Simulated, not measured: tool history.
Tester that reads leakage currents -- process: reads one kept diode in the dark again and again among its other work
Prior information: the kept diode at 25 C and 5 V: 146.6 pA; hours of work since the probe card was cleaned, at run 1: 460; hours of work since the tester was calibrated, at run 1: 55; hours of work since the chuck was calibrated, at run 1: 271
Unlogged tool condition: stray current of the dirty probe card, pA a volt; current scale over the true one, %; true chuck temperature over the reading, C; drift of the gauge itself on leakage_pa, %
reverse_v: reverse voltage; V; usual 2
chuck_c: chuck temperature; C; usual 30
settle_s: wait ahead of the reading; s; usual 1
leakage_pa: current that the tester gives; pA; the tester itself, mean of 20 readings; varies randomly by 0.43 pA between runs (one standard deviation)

run     day  reverse_v  chuck_c  settle_s  hours of work since the probe card was cleaned  hours of work since the tester was calibrated  hours of work since the chuck was calibrated  leakage_pa
  1       0          2       30         1                                             460                                             55                                           271      145.68
  2   1.292          2       30         1                                             474                                             69                                           285      146.77
  3   2.208          2       30         1                                             483                                             79                                           294      147.16
  4   3.462          2       30         1                                             496                                             92                                           307      147.35
  5   4.725      13.03       30         1                                             509                                            105                                           321      329.19
  6   5.842          2       30         1                                             521                                            116                                           332      147.24
  7   6.942          2       30         1                                             533                                            128                                           344      148.09
  8   7.671          2       30         1                                             540                                            136                                           351      147.78
  9   8.783          2       34         1                                             552                                            147                                           363      195.04
 10  10.162          2       34      5.41                                             566                                            162                                           377      194.77
 11  10.808          2       34      5.41                                             573                                            168                                           384      194.57
 12  11.933          2       34      5.41                                             585                                            180                                           396      194.33
 13  13.275          2       34      5.41                                             599                                            194                                           410      195.58
 14  14.175          2       34      3.91                                             608                                            204                                           419      195.74
 15  15.075          2       50         1                                             618                                            213                                           429      546.41
 16  16.196          2       50         1                                             629                                            225                                           440      547.26
 17  17.512          2       30      3.14                                             643                                            239                                           454      149.36
 18  18.196          2       30         1                                             650                                            246                                           461      149.01
 19  18.921          2       30         1                                             658                                            253                                           469      149.42
 20  19.592          2       42         1                                             665                                            260                                           476      330.89
 21  20.888          2       42         1                                             678                                            274                                           490      334.02
 22  22.312       2.47       34      0.65                                             693                                            289                                           504      215.85
 23  23.012       2.47       34      0.65                                             701                                            296                                           512      215.71
 24  23.688       2.47       39      6.36                                             708                                            303                                           519      302.12
 25  24.525      10.91       35      7.77                                             716                                            312                                           528      436.54
 26  25.471       4.51       35      2.95                                             726                                            322                                           537      298.39
 27  26.129       8.25       26      9.55                                             733                                            329                                           544      209.53
 28  27.392          2       32      2.27                                             746                                            342                                           558      173.81
 29  28.642          2       32      2.27                                             760                                            355                                           571      173.83
 30    29.4          2       27      8.96                                             767                                            363                                           579      122.84
 31  30.742      18.46       55      3.41                                             781                                            377                                           593      1914.4
 32  31.646       1.48       40      0.42                                             791                                            386                                           602      260.56
 33  32.858       1.48       40      0.42                                             804                                            399                                           615      261.43
 34  33.838       1.48       40      0.42                                             814                                            409                                           625      262.65
 35  35.088          2       41      3.59                                             827                                            422                                           638      317.45
 36  35.871          2       41      3.59                                             835                                            430                                           646      317.28
 37  37.333       2.51       46      0.82                                             850                                            446                                           662      483.12
 38  38.733       2.51       46      0.82                                             865                                            460                                           676      482.57
 39  39.871       1.61       48       5.7                                             877                                            472                                           688      448.76
 40  40.733          2       34      0.74                                             886                                            481                                           697      201.21

Branching from run 40: 3 alternative next runs. What would each branch give?
  A  41.921       3.83       34      0.74                                             898                                            494                                           709           ?
  B  41.921          2       34      2.28                                             898                                            494                                           709           ?
  C  41.921       3.73       23      7.39                                             898                                            494                                           709           ?

run  leakage_pa
  A      266.98
  B      200.79
  C      123.26
With the hidden condition removed and each run's random variation left untouched, the same runs would have given:
run  leakage_pa
  A      248.08
  B      187.26
  C      112.44
